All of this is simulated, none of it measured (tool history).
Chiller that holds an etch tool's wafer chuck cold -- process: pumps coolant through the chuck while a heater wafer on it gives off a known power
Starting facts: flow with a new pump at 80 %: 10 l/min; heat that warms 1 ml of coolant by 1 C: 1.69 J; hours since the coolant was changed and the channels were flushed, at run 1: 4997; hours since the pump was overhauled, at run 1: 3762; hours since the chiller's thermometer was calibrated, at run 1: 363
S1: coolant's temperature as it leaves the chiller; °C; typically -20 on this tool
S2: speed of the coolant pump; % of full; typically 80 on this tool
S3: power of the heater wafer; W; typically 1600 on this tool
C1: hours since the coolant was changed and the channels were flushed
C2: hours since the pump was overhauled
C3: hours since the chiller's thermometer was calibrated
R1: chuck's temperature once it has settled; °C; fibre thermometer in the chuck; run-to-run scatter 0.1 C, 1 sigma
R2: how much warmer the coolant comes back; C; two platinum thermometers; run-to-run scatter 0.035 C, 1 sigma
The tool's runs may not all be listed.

{"run": 1, "day": 0.0, "S1": -20, "S2": 80, "S3": 1600, "C1": 4997, "C2": 3762, "C3": 363, "R1": -7.0, "R2": 6.1}
{"run": 2, "day": 3.383, "S1": -20, "S2": 80, "S3": 1600, "C1": 5078, "C2": 3843, "C3": 444, "R1": -7.1, "R2": 6.01}
{"run": 3, "day": 7.154, "S1": -20, "S2": 82, "S3": 1600, "C1": 5168, "C2": 3934, "C3": 534, "R1": -7.5, "R2": 5.91}
{"run": 4, "day": 8.962, "S1": -20, "S2": 82, "S3": 1600, "C1": 5212, "C2": 3977, "C3": 578, "R1": -7.3, "R2": 5.86}
{"run": 5, "day": 11.442, "S1": -20, "S2": 71, "S3": 1600, "C1": 5271, "C2": 4037, "C3": 637, "R1": -5.2, "R2": 6.89}
{"run": 6, "day": 15.542, "S1": -20, "S2": 71, "S3": 1600, "C1": 5370, "C2": 4135, "C3": 736, "R1": -5.2, "R2": 6.91}
{"run": 7, "day": 18.879, "S1": -20, "S2": 80, "S3": 1600, "C1": 5450, "C2": 4215, "C3": 816, "R1": -6.7, "R2": 6.12}
{"run": 8, "day": 21.279, "S1": -20, "S2": 80, "S3": 1600, "C1": 5507, "C2": 4273, "C3": 873, "R1": -6.9, "R2": 6.02}
{"run": 9, "day": 24.238, "S1": -20, "S2": 80, "S3": 1600, "C1": 5578, "C2": 4344, "C3": 944, "R1": -6.9, "R2": 6.1}
{"run": 10, "day": 28.321, "S1": -20, "S2": 80, "S3": 1600, "C1": 5676, "C2": 4442, "C3": 1042, "R1": -6.8, "R2": 6.07}
{"run": 11, "day": 30.954, "S1": -20, "S2": 80, "S3": 1600, "C1": 5739, "C2": 4505, "C3": 1105, "R1": -6.7, "R2": 6.09}
{"run": 12, "day": 32.971, "S1": -20, "S2": 80, "S3": 1600, "C1": 5788, "C2": 4554, "C3": 1154, "R1": -6.8, "R2": 6.16}
{"run": 13, "day": 35.442, "S1": -20, "S2": 80, "S3": 1600, "C1": 5847, "C2": 4613, "C3": 1213, "R1": -6.5, "R2": 6.1}
{"run": 14, "day": 39.362, "S1": -20, "S2": 80, "S3": 1600, "C1": 5941, "C2": 4707, "C3": 1307, "R1": -6.6, "R2": 6.11}
{"run": 15, "day": 43.088, "S1": -20, "S2": 81, "S3": 1600, "C1": 6031, "C2": 4796, "C3": 1397, "R1": -6.8, "R2": 6.06}
{"run": 16, "day": 45.85, "S1": -20, "S2": 81, "S3": 1600, "C1": 6097, "C2": 4863, "C3": 1463, "R1": -6.8, "R2": 6.07}
{"run": 17, "day": 49.721, "S1": -20, "S2": 78, "S3": 863, "C1": 6190, "C2": 4956, "C3": 1556, "R1": -12.7, "R2": 3.42}
{"day": 50.321, "done": "coolant changed, channels flushed"}
{"run": 18, "day": 53.375, "S1": -20, "S2": 78, "S3": 863, "C1": 73, "C2": 5037, "C3": 1638, "R1": -13.9, "R2": 3.43}
{"run": 19, "day": 56.412, "S1": -20, "S2": 78, "S3": 863, "C1": 146, "C2": 5110, "C3": 1710, "R1": -13.8, "R2": 3.45}
{"run": 20, "day": 59.446, "S1": -24, "S2": 78, "S3": 1600, "C1": 219, "C2": 5183, "C3": 1783, "R1": -12.5, "R2": 6.37}
{"run": 21, "day": 63.621, "S1": -12, "S2": 68, "S3": 1274, "C1": 319, "C2": 5283, "C3": 1883, "R1": -1.4, "R2": 5.95}
{"run": 22, "day": 67.538, "S1": -12, "S2": 73, "S3": 1274, "C1": 413, "C2": 5377, "C3": 1977, "R1": -2.3, "R2": 5.48}
{"run": 23, "day": 70.996, "S1": -12, "S2": 97, "S3": 1078, "C1": 496, "C2": 5460, "C3": 2060, "R1": -5.8, "R2": 3.42}
{"run": 24, "day": 74.579, "S1": -29, "S2": 74, "S3": 1511, "C1": 582, "C2": 5546, "C3": 2146, "R1": -17.4, "R2": 6.4}
{"run": 25, "day": 76.962, "S1": -14, "S2": 80, "S3": 1600, "C1": 639, "C2": 5603, "C3": 2204, "R1": -2.7, "R2": 6.21}
{"run": 26, "day": 81.033, "S1": -13, "S2": 78, "S3": 1600, "C1": 737, "C2": 5701, "C3": 2301, "R1": -1.2, "R2": 6.33}
{"run": 27, "day": 84.183, "S1": -13, "S2": 78, "S3": 1600, "C1": 813, "C2": 5777, "C3": 2377, "R1": -1.2, "R2": 6.42}
{"run": 28, "day": 86.071, "S1": -13, "S2": 78, "S3": 1600, "C1": 858, "C2": 5822, "C3": 2422, "R1": -1.2, "R2": 6.42}
{"run": 29, "day": 87.888, "S1": -13, "S2": 78, "S3": 1600, "C1": 902, "C2": 5866, "C3": 2466, "R1": -1.1, "R2": 6.43}
{"run": 30, "day": 90.025, "S1": -13, "S2": 95, "S3": 1600, "C1": 953, "C2": 5917, "C3": 2517, "R1": -3.1, "R2": 5.19}
{"run": 31, "day": 92.492, "S1": -13, "S2": 95, "S3": 1600, "C1": 1012, "C2": 5976, "C3": 2576, "R1": -3.4, "R2": 5.16}

4 ways to go on from here, each from the tool as it stands after run 31. What would each give?
{"run": "A", "day": 95.117, "S1": -20, "S2": 99, "S3": 1600, "C1": 1075, "C2": 6039, "C3": 2639, "R1": "?", "R2": "?"}
{"run": "B", "day": 95.117, "S1": -12, "S2": 95, "S3": 1047, "C1": 1075, "C2": 6039, "C3": 2639, "R1": "?", "R2": "?"}
{"run": "C", "day": 95.117, "S1": -20, "S2": 80, "S3": 1105, "C1": 1075, "C2": 6039, "C3": 2639, "R1": "?", "R2": "?"}
{"run": "D", "day": 95.117, "S1": -15, "S2": 80, "S3": 1600, "C1": 1075, "C2": 6039, "C3": 2639, "R1": "?", "R2": "?"}

run=A R1=-10.7 R2=4.98
run=B R1=-5.7 R2=3.41
run=C R1=-12.2 R2=4.31
run=D R1=-3.3 R2=6.24
With the hidden condition removed and each run's random variation left untouched, the same runs would have given:
run=A R1=-11.6 R2=4.53
run=B R1=-6.3 R2=3.10
run=C R1=-12.9 R2=3.91
run=D R1=-4.4 R2=5.67
